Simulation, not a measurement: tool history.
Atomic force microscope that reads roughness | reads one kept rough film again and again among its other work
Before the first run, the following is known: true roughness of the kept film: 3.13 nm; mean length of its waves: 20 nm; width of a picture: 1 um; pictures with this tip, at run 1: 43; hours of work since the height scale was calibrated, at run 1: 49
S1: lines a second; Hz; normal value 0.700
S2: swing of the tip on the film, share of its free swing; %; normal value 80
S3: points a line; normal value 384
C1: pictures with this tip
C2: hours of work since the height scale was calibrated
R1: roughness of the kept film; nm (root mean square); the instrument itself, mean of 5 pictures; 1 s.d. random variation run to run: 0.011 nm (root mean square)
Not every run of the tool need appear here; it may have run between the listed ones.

Run 1, hour 0.0: usual settings; C1 43; C2 49. Result: R1 2.500 nm (root mean square).
Run 2, hour 16.8: usual settings; C1 64; C2 62. Result: R1 2.504 nm (root mean square).
Run 3, hour 41.3: usual settings; C1 94; C2 81. Result: R1 2.503 nm (root mean square).
Run 4, hour 68.2: usual settings; C1 127; C2 103. Result: R1 2.473 nm (root mean square).
Run 5, hour 93.9: usual settings; C1 158; C2 123. Result: R1 2.503 nm (root mean square).
Run 6, hour 117.9: usual settings; C1 188; C2 142. Result: R1 2.517 nm (root mean square).
Run 7, hour 137.9: usual settings; C1 212; C2 158. Result: R1 2.510 nm (root mean square).
Run 8, hour 167.8: usual settings; C1 249; C2 182. Result: R1 2.498 nm (root mean square).
Run 9, hour 190.0: usual settings but S1 1.410 Hz, S2 66 %, S3 369; C1 276; C2 199. Result: R1 2.502 nm (root mean square).
Run 10, hour 206.9: usual settings but S1 1.410 Hz, S2 66 %, S3 369; C1 296; C2 213. Result: R1 2.517 nm (root mean square).
At hour 219.7: new tip fitted.
Run 11, hour 230.8: usual settings but S1 1.410 Hz, S2 66 %, S3 369; C1 14; C2 231. Result: R1 2.509 nm (root mean square).

What differs in the tool's unlogged condition from the final listed run ahead of each entry between runs to the first listed run following it?
In the gap between runs 10 and 11: new tip fitted (hour 219.7)
  radius of the tip, nm: 5.1 -> 5

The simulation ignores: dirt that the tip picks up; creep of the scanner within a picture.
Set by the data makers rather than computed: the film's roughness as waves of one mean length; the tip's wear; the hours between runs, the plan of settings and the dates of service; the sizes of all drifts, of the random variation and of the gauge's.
